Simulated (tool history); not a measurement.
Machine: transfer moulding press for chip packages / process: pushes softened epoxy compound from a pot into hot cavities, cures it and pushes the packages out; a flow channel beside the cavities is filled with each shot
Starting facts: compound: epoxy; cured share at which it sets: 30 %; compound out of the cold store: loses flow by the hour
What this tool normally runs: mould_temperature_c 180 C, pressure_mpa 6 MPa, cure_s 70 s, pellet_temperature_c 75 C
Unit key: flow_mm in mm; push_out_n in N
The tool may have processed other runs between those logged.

run,hour,mould_temperature_c,pressure_mpa,cure_s,pellet_temperature_c,incoming compound's hours out of the cold store,flow_mm,push_out_n
1,0,180,6,70,75,33,680,973
# hour 12.5: plunger's sealing rings changed
2,58.3,180,6,70,75,30.4,762,1187
# hour 75.2: cavities cleaned with cleaning compound and waxed
3,105.8,180,5.56,70,75,37.7,710,934
4,159.9,180,5.56,70,75,29.9,721,1170
# hour 187.5: cavities cleaned with cleaning compound and waxed
5,203.2,180,5.56,70,75,18.9,746,840
6,261.8,180,5.56,70,75,15.2,744,1260
7,290.7,180,6,70,75,8.2,791,1293
# hour 297.9: cavities cleaned with cleaning compound and waxed
8,346.9,180,6,70,75,27.9,732,1108
9,379.9,180,6,70,75,15.3,768,1192
# hour 408.5: cavities cleaned with cleaning compound and waxed
10,443.5,180,6,53,75,45.6,668,1835
11,512.8,180,6,53,75,38.4,679,2339
# hour 520: cavities cleaned with cleaning compound and waxed
# hour 527.7: mould's thermocouples calibrated
12,545.9,180,6,70,76,40.3,675,799
13,581,180,6,70,75,18.9,728,1103
# hour 631.9: cavities cleaned with cleaning compound and waxed
14,634,180,6,70,75,34.3,674,586
15,686.6,180,6,70,75,20.4,705,1108
# hour 711.7: plunger's sealing rings changed
16,726,183,6.2,84,75,22.5,797,632
# hour 744.6: cavities cleaned with cleaning compound and waxed
17,792.9,183,6.2,84,75,46.9,715,544
# hour 854.3: cavities cleaned with cleaning compound and waxed
18,854.3,184,6.2,71,75,19.3,795,407
19,898.3,184,6.2,71,75,19.4,789,754
20,927.4,187,6.2,92,75,19.1,768,533
# hour 963.3: cavities cleaned with cleaning compound and waxed
21,980.6,173,5.47,70,75,15.1,765,1301
22,1028,173,5.47,70,71,41.5,685,1689
# hour 1074.6: cavities cleaned with cleaning compound and waxed
23,1077.7,180,6,70,69,15.1,781,654
24,1143.8,180,6,70,69,45,687,1081
# hour 1182.2: cavities cleaned with cleaning compound and waxed
25,1192.4,180,6,109,83,40.7,672,342
26,1233.4,180,6,109,83,38.7,683,534
# hour 1292.5: cavities cleaned with cleaning compound and waxed
27,1293.7,183,6.9,70,85,23.2,753,460
28,1345,175,6,66,75,29.6,703,1709
# hour 1402.4: cavities cleaned with cleaning compound and waxed
# hour 1409.5: plunger's sealing rings changed
29,1418.2,180,6,54,70,19.2,800,1468

Consider 3 possible next runs. They are alternatives, not a sequence: every one starts from the tool as it was left by run 29. What does each give?
A,1457.1,187,5.89,70,81,35.4,?,?
B,1457.1,187,6,70,78,46.7,?,?
C,1457.1,179,6,97,82,16.8,?,?

run,flow_mm,push_out_n
A,738,660
B,707,659
C,806,529
Stripped of hidden state, with their random variation kept, the same runs would have yielded:
run,flow_mm,push_out_n
A,743,335
B,712,334
C,811,270

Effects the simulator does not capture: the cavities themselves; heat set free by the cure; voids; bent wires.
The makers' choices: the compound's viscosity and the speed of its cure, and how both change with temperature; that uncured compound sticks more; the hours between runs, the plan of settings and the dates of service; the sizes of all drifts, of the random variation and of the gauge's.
